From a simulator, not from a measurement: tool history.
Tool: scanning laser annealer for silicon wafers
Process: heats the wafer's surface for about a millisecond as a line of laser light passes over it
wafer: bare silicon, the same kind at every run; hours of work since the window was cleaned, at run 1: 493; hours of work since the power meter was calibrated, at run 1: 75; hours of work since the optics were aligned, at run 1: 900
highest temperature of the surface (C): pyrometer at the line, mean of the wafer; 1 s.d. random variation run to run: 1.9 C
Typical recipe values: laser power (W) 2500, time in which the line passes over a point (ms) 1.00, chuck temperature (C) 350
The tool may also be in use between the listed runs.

| run | day | laser power (W) | time in which the line passes over a point (ms) | chuck temperature (C) | hours of work since the window was cleaned | hours of work since the power meter was calibrated | hours of work since the optics were aligned | highest temperature of the surface (C) |
|---|---|---|---|---|---|---|---|---|
| 1 | 0.000 | 2500 | 1.00 | 350 | 493 | 75 | 900 | 1048 |
| 2 | 0.371 | 2500 | 1.00 | 350 | 500 | 82 | 907 | 1053 |
| 3 | 0.696 | 2500 | 1.00 | 311 | 506 | 88 | 913 | 1012 |
| 4 | 1.058 | 2500 | 1.00 | 369 | 513 | 95 | 919 | 1069 |
| 5 | 1.471 | 2500 | 1.00 | 369 | 520 | 103 | 927 | 1067 |
| 6 | 1.679 | 2500 | 1.00 | 369 | 524 | 106 | 931 | 1066 |
| 7 | 2.046 | 2500 | 1.00 | 372 | 531 | 113 | 938 | 1073 |
| 8 | 2.267 | 2500 | 1.00 | 350 | 535 | 117 | 942 | 1047 |
| 9 | 2.746 | 2500 | 1.00 | 350 | 544 | 126 | 951 | 1047 |
| 10 | 3.242 | 2500 | 1.00 | 321 | 553 | 136 | 960 | 1017 |
| 11 | 3.708 | 2500 | 1.00 | 321 | 562 | 144 | 969 | 1018 |
| 12 | 4.217 | 2500 | 1.00 | 321 | 571 | 154 | 978 | 1014 |
| 13 | 4.471 | 2500 | 1.00 | 382 | 576 | 158 | 983 | 1075 |
| 14 | 4.962 | 2500 | 1.00 | 382 | 585 | 168 | 992 | 1079 |
| 15 | 5.196 | 2500 | 1.00 | 382 | 590 | 172 | 996 | 1076 |
| 16 | 5.679 | 2500 | 1.00 | 350 | 598 | 181 | 1005 | 1043 |
| 17 | 6.042 | 2500 | 1.00 | 350 | 605 | 188 | 1012 | 1046 |
| 18 | 6.454 | 2500 | 1.11 | 378 | 613 | 195 | 1020 | 1108 |
| 19 | 6.679 | 2500 | 1.11 | 378 | 617 | 200 | 1024 | 1111 |
| 20 | 7.017 | 2500 | 1.11 | 378 | 623 | 206 | 1030 | 1110 |
| 21 | 7.312 | 2637 | 1.25 | 310 | 629 | 211 | 1036 | 1133 |
| 22 | 7.679 | 2637 | 0.96 | 328 | 636 | 218 | 1043 | 1053 |
| 23 | 8.108 | 2637 | 0.89 | 378 | 644 | 226 | 1051 | 1073 |
| 24 | 8.600 | 2389 | 0.86 | 341 | 653 | 235 | 1060 | 948 |
| 25 | 8.854 | 2730 | 0.86 | 376 | 658 | 240 | 1064 | 1086 |
| 26 | 9.262 | 2680 | 0.75 | 375 | 665 | 248 | 1072 | 1024 |
| 27 | 9.679 | 2584 | 1.00 | 378 | 673 | 255 | 1080 | 1094 |
| 28 | 9.892 | 2580 | 1.00 | 338 | 677 | 259 | 1084 | 1057 |
| 29 | 10.388 | 2500 | 0.97 | 350 | 686 | 268 | 1093 | 1031 |
| 30 | 10.696 | 2392 | 1.09 | 350 | 692 | 274 | 1099 | 1032 |
| 31 | 11.038 | 2392 | 1.09 | 367 | 698 | 281 | 1105 | 1048 |

Results per run with the tool's hidden condition removed, run-to-run variation unchanged:
The tool's hidden condition here consists of: light that passes the window, % of a clean one's; laser's true power over the reading, %; width of the line over the set one, %; drift of the gauge itself on peak_c, C.
| run | highest temperature of the surface (C) |
|---|---|
| 1 | 1085 |
| 2 | 1091 |
| 3 | 1050 |
| 4 | 1108 |
| 5 | 1105 |
| 6 | 1105 |
| 7 | 1112 |
| 8 | 1087 |
| 9 | 1087 |
| 10 | 1057 |
| 11 | 1059 |
| 12 | 1057 |
| 13 | 1117 |
| 14 | 1122 |
| 15 | 1120 |
| 16 | 1087 |
| 17 | 1090 |
| 18 | 1156 |
| 19 | 1159 |
| 20 | 1158 |
| 21 | 1188 |
| 22 | 1101 |
| 23 | 1120 |
| 24 | 990 |
| 25 | 1136 |
| 26 | 1070 |
| 27 | 1145 |
| 28 | 1109 |
| 29 | 1080 |
| 30 | 1082 |
| 31 | 1098 |
